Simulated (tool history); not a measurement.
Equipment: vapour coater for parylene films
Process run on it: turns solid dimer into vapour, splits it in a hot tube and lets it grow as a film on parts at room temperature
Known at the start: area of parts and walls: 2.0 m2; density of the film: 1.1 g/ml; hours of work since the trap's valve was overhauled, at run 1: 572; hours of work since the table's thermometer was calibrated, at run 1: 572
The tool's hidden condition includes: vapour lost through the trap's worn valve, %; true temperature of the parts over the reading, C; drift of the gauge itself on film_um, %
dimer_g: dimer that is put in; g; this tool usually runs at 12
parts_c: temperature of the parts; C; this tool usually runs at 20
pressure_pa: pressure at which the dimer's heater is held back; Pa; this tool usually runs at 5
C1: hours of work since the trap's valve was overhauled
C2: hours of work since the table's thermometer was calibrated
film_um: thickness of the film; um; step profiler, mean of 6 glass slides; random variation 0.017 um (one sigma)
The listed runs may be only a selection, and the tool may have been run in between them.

{"run": 1, "hour": 0.0, "dimer_g": 12, "parts_c": 20, "pressure_pa": 5, "C1": 572, "C2": 572, "film_um": 3.82}
{"run": 2, "hour": 42.6, "dimer_g": 12, "parts_c": 20, "pressure_pa": 5, "C1": 609, "C2": 609, "film_um": 3.8}
{"run": 3, "hour": 65.3, "dimer_g": 12, "parts_c": 20, "pressure_pa": 5, "C1": 629, "C2": 629, "film_um": 3.8}
{"run": 4, "hour": 103.1, "dimer_g": 12, "parts_c": 20, "pressure_pa": 5, "C1": 662, "C2": 662, "film_um": 3.77}
{"hour": 132.5, "done": "trap's valve overhauled"}
{"run": 5, "hour": 157.8, "dimer_g": 12, "parts_c": 20, "pressure_pa": 8.87, "C1": 22, "C2": 707, "film_um": 3.94}
{"run": 6, "hour": 208.0, "dimer_g": 12, "parts_c": 23, "pressure_pa": 8.87, "C1": 66, "C2": 751, "film_um": 3.69}
{"run": 7, "hour": 236.8, "dimer_g": 12, "parts_c": 24, "pressure_pa": 5, "C1": 92, "C2": 777, "film_um": 3.77}
{"run": 8, "hour": 281.6, "dimer_g": 12, "parts_c": 24, "pressure_pa": 5, "C1": 131, "C2": 816, "film_um": 3.73}
{"run": 9, "hour": 316.6, "dimer_g": 11, "parts_c": 20, "pressure_pa": 5, "C1": 162, "C2": 847, "film_um": 3.69}
{"run": 10, "hour": 343.0, "dimer_g": 11, "parts_c": 20, "pressure_pa": 5, "C1": 185, "C2": 870, "film_um": 3.68}
{"run": 11, "hour": 378.7, "dimer_g": 11, "parts_c": 20, "pressure_pa": 5, "C1": 217, "C2": 902, "film_um": 3.65}
{"run": 12, "hour": 421.0, "dimer_g": 11, "parts_c": 20, "pressure_pa": 5, "C1": 254, "C2": 939, "film_um": 3.64}
{"run": 13, "hour": 459.5, "dimer_g": 11, "parts_c": 20, "pressure_pa": 5, "C1": 288, "C2": 973, "film_um": 3.65}
{"run": 14, "hour": 485.0, "dimer_g": 12, "parts_c": 20, "pressure_pa": 5, "C1": 311, "C2": 996, "film_um": 3.94}
{"run": 15, "hour": 507.3, "dimer_g": 12, "parts_c": 20, "pressure_pa": 5, "C1": 330, "C2": 1015, "film_um": 3.95}
{"run": 16, "hour": 545.3, "dimer_g": 12, "parts_c": 20, "pressure_pa": 5, "C1": 364, "C2": 1049, "film_um": 3.91}
{"run": 17, "hour": 570.0, "dimer_g": 20, "parts_c": 20, "pressure_pa": 5, "C1": 386, "C2": 1071, "film_um": 6.51}
{"run": 18, "hour": 594.1, "dimer_g": 12, "parts_c": 20, "pressure_pa": 5.55, "C1": 407, "C2": 1092, "film_um": 3.91}
{"run": 19, "hour": 624.8, "dimer_g": 12, "parts_c": 20, "pressure_pa": 5.55, "C1": 434, "C2": 1119, "film_um": 3.88}
{"run": 20, "hour": 661.6, "dimer_g": 12, "parts_c": 20, "pressure_pa": 5.55, "C1": 466, "C2": 1151, "film_um": 3.85}
{"run": 21, "hour": 693.3, "dimer_g": 12, "parts_c": 20, "pressure_pa": 5.55, "C1": 494, "C2": 1179, "film_um": 3.85}
{"run": 22, "hour": 737.5, "dimer_g": 12, "parts_c": 17, "pressure_pa": 5, "C1": 533, "C2": 1218, "film_um": 4.07}
{"run": 23, "hour": 765.0, "dimer_g": 12, "parts_c": 17, "pressure_pa": 5, "C1": 558, "C2": 1242, "film_um": 4.04}
{"run": 24, "hour": 795.0, "dimer_g": 14, "parts_c": 20, "pressure_pa": 8.87, "C1": 584, "C2": 1269, "film_um": 4.3}
{"run": 25, "hour": 842.4, "dimer_g": 12, "parts_c": 23, "pressure_pa": 5.75, "C1": 626, "C2": 1311, "film_um": 3.58}
{"run": 26, "hour": 883.9, "dimer_g": 6, "parts_c": 23, "pressure_pa": 7.31, "C1": 662, "C2": 1347, "film_um": 1.75}
{"hour": 912.1, "done": "trap's valve overhauled"}
{"hour": 926.3, "done": "table's thermometer calibrated"}
{"run": 27, "hour": 933.0, "dimer_g": 8, "parts_c": 23, "pressure_pa": 7.31, "C1": 17, "C2": 6, "film_um": 2.49}
{"run": 28, "hour": 965.7, "dimer_g": 14, "parts_c": 20, "pressure_pa": 2.99, "C1": 46, "C2": 35, "film_um": 4.9}
{"run": 29, "hour": 1008.1, "dimer_g": 14, "parts_c": 20, "pressure_pa": 2.99, "C1": 84, "C2": 72, "film_um": 4.85}
{"run": 30, "hour": 1058.5, "dimer_g": 14, "parts_c": 20, "pressure_pa": 2.99, "C1": 128, "C2": 116, "film_um": 4.82}
{"run": 31, "hour": 1086.6, "dimer_g": 12, "parts_c": 20, "pressure_pa": 3.31, "C1": 153, "C2": 141, "film_um": 4.08}
{"run": 32, "hour": 1123.1, "dimer_g": 7, "parts_c": 29, "pressure_pa": 9.58, "C1": 185, "C2": 173, "film_um": 1.87}
{"run": 33, "hour": 1154.2, "dimer_g": 22, "parts_c": 20, "pressure_pa": 4.49, "C1": 213, "C2": 201, "film_um": 7.29}
{"run": 34, "hour": 1198.1, "dimer_g": 18, "parts_c": 23, "pressure_pa": 5, "C1": 251, "C2": 240, "film_um": 5.6}
{"run": 35, "hour": 1227.7, "dimer_g": 18, "parts_c": 19, "pressure_pa": 4.38, "C1": 277, "C2": 266, "film_um": 6.06}
{"run": 36, "hour": 1250.6, "dimer_g": 6, "parts_c": 20, "pressure_pa": 7.21, "C1": 297, "C2": 286, "film_um": 1.91}
{"run": 37, "hour": 1294.0, "dimer_g": 15, "parts_c": 27, "pressure_pa": 3.34, "C1": 336, "C2": 324, "film_um": 4.4}
{"run": 38, "hour": 1319.5, "dimer_g": 16, "parts_c": 14, "pressure_pa": 5.1, "C1": 358, "C2": 347, "film_um": 5.8}
{"run": 39, "hour": 1350.0, "dimer_g": 6, "parts_c": 20, "pressure_pa": 3.56, "C1": 385, "C2": 373, "film_um": 1.98}
{"run": 40, "hour": 1390.2, "dimer_g": 6, "parts_c": 20, "pressure_pa": 3.56, "C1": 420, "C2": 409, "film_um": 1.97}
{"run": 41, "hour": 1434.1, "dimer_g": 14, "parts_c": 20, "pressure_pa": 2.39, "C1": 459, "C2": 448, "film_um": 4.71}
{"run": 42, "hour": 1475.8, "dimer_g": 14, "parts_c": 20, "pressure_pa": 2.39, "C1": 496, "C2": 484, "film_um": 4.7}
{"run": 43, "hour": 1521.2, "dimer_g": 14, "parts_c": 20, "pressure_pa": 2.39, "C1": 536, "C2": 524, "film_um": 4.64}
{"run": 44, "hour": 1542.0, "dimer_g": 9, "parts_c": 21, "pressure_pa": 2.07, "C1": 554, "C2": 543, "film_um": 2.98}
{"run": 45, "hour": 1574.7, "dimer_g": 9, "parts_c": 21, "pressure_pa": 2.07, "C1": 583, "C2": 572, "film_um": 2.95}
{"run": 46, "hour": 1623.4, "dimer_g": 16, "parts_c": 12, "pressure_pa": 4.12, "C1": 626, "C2": 615, "film_um": 5.99}

Take each entry between the runs: how does the hidden state at the last listed run before it differ from the hidden state at the first listed run after it?
In the gap between runs 4 and 5: trap's valve overhauled (hour 132.5)
  vapour lost through the trap's worn valve, %: 7.6 -> 0.3; true temperature of the parts over the reading, C: -0.35 -> -0.36
  measured less the result without the state, film_um: -0.29 -> +0.01 um
In the gap between runs 26 and 27: trap's valve overhauled (hour 912.1); table's thermometer calibrated (hour 926.3)
  vapour lost through the trap's worn valve, %: 7.9 -> 0.3; true temperature of the parts over the reading, C: -0.59 -> 0.07
  measured less the result without the state, film_um: -0.13 -> -0.01 um
